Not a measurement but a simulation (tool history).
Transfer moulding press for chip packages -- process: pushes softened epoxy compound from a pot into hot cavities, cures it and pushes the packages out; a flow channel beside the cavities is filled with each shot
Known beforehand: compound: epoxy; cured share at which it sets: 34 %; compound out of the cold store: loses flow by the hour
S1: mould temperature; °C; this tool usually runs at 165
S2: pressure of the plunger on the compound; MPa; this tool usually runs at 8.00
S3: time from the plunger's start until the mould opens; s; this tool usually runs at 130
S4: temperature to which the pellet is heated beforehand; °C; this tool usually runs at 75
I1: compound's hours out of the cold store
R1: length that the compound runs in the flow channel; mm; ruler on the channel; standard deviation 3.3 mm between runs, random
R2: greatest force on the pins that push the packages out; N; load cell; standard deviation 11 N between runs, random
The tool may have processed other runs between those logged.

run 1 day=0.000 | S1=165 S2=8.00 S3=130 S4=75 | I1=45.0 | R1=899 R2=484
run 2 day=0.912 | S1=171 S2=8.00 S3=130 S4=75 | I1=30.4 | R1=912 R2=453
run 3 day=1.842 | S1=171 S2=8.00 S3=130 S4=75 | I1=16.2 | R1=959 R2=447
run 4 day=2.688 | S1=171 S2=8.00 S3=130 S4=75 | I1=11.6 | R1=973 R2=451
run 5 day=3.650 | S1=165 S2=6.87 S3=130 S4=75 | I1=30.8 | R1=876 R2=502
run 6 day=4.525 | S1=161 S2=8.00 S3=130 S4=75 | I1=11.2 | R1=1046 R2=666
run 7 day=5.433 | S1=165 S2=8.00 S3=130 S4=75 | I1=42.5 | R1=908 R2=507
run 8 day=5.933 | S1=165 S2=8.00 S3=130 S4=75 | I1=22.7 | R1=968 R2=508
run 9 day=6.604 | S1=165 S2=8.00 S3=160 S4=75 | I1=32.5 | R1=935 R2=457
run 10 day=7.121 | S1=165 S2=8.00 S3=160 S4=75 | I1=16.3 | R1=994 R2=461
run 11 day=7.654 | S1=158 S2=7.88 S3=143 S4=71 | I1=29.1 | R1=989 R2=696
run 12 day=8.646 | S1=158 S2=7.88 S3=143 S4=71 | I1=17.1 | R1=1032 R2=650
run 13 day=9.171 | S1=165 S2=6.51 S3=130 S4=75 | I1=26.9 | R1=863 R2=490
run 14 day=9.783 | S1=165 S2=8.00 S3=130 S4=78 | I1=20.3 | R1=978 R2=510
run 15 day=10.646 | S1=164 S2=8.00 S3=112 S4=78 | I1=47.1 | R1=900 R2=634
run 16 day=11.358 | S1=162 S2=7.32 S3=130 S4=71 | I1=33.8 | R1=912 R2=596
run 17 day=12.283 | S1=161 S2=7.27 S3=116 S4=75 | I1=11.5 | R1=991 R2=818
run 18 day=13.096 | S1=161 S2=7.27 S3=116 S4=75 | I1=27.7 | R1=934 R2=778
run 19 day=14.058 | S1=161 S2=7.27 S3=116 S4=75 | I1=12.2 | R1=991 R2=842

Taken out of this log: 5 entries between the listed runs. Where each belongs, and how the hidden state differs across it:
In the gap between runs 1 and 2: cavities cleaned with cleaning compound and waxed (day 0.150)
  pressure that reaches the compound, % of what is set: 99.95 -> 99.94; grip of the stained cavities, % over clean ones': 1.1 -> 0.4
In the gap between runs 4 and 5: cavities cleaned with cleaning compound and waxed (day 3.112)
  pressure that reaches the compound, % of what is set: 99.93 -> 99.92; grip of the stained cavities, % over clean ones': 1 -> 0.3
In the gap between runs 8 and 9: cavities cleaned with cleaning compound and waxed (day 6.112)
  grip of the stained cavities, % over clean ones': 1.1 -> 0.3
In the gap between runs 12 and 13: cavities cleaned with cleaning compound and waxed (day 9.050)
  grip of the stained cavities, % over clean ones': 1.1 -> 0.1
In the gap between runs 16 and 17: cavities cleaned with cleaning compound and waxed (day 12.004)
  pressure that reaches the compound, % of what is set: 99.86 -> 99.85; grip of the stained cavities, % over clean ones': 0.9 -> 0.2

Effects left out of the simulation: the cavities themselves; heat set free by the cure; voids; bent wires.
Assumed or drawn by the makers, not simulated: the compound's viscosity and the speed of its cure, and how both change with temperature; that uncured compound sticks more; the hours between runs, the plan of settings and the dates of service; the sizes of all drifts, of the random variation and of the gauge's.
